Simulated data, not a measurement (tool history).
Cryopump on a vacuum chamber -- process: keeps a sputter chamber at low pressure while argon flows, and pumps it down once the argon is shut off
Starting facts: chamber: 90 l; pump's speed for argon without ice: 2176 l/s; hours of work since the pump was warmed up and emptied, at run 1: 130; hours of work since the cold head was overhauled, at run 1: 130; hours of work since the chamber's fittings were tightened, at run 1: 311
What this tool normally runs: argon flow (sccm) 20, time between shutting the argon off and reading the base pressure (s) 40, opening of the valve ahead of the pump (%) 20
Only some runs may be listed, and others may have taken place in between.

run,hour,argon flow (sccm),time between shutting the argon off and reading the base pressure (s),opening of the valve ahead of the pump (%),hours of work since the pump was warmed up and emptied,hours of work since the cold head was overhauled,hours of work since the chamber's fittings were tightened,pressure while argon flows (Pa),pressure after the wait (uPa)
1,0.0,20,40,20,130,130,311,0.0779,1.87
2,95.6,20,22,20,196,196,377,0.0780,2.99
3,178.1,20,40,58,253,253,434,0.0272,2.06
4,240.7,20,40,20,296,296,477,0.0785,2.12
5,295.2,20,40,20,333,333,514,0.0794,2.23
6,355.3,20,59,20,375,375,556,0.0783,1.84
7,450.8,20,59,20,441,441,622,0.0789,2.01
8,530.2,20,59,20,495,495,676,0.0795,2.09
9,615.9,20,40,20,554,554,735,0.0801,2.55
10,711.8,20,40,20,620,620,801,0.0801,2.68
11,773.1,20,40,20,663,663,844,0.0816,2.76
12,835.6,20,40,20,706,706,887,0.0809,2.86
13,897.6,20,40,20,748,748,929,0.0798,3.01
14,972.9,20,40,20,800,800,981,0.0804,2.94
15,1043.4,29,40,24,849,849,1030,0.0984,3.06
# hour 1071.1: pump warmed up, emptied and cooled again
# hour 1106.4: leaking fittings of the chamber tightened, without venting
16,1119.8,20,285,53,32,897,9,0.0296,0.39
17,1221.1,20,285,53,102,966,79,0.0312,0.44
18,1289.1,8,21,32,149,1013,126,0.0201,2.63
19,1336.7,19,294,49,182,1046,159,0.0303,0.54
20,1421.6,24,294,37,240,1105,217,0.0514,0.63
21,1489.9,12,40,51,287,1152,264,0.0204,1.80
22,1586.2,10,154,59,353,1218,330,0.0132,1.02
23,1669.5,20,130,42,411,1275,388,0.0383,1.15
24,1760.3,13,40,26,473,1338,450,0.0401,2.07

For run 25, what comes out?
25,1837.3,13,40,26,526,1391,504,?,?

pressure while argon flows (Pa): 0.0401
pressure after the wait (uPa): 2.21
The same run, on a tool lacking any hidden state, would have yielded pressure while argon flows (Pa) 0.0388, pressure after the wait (uPa) 1.40.
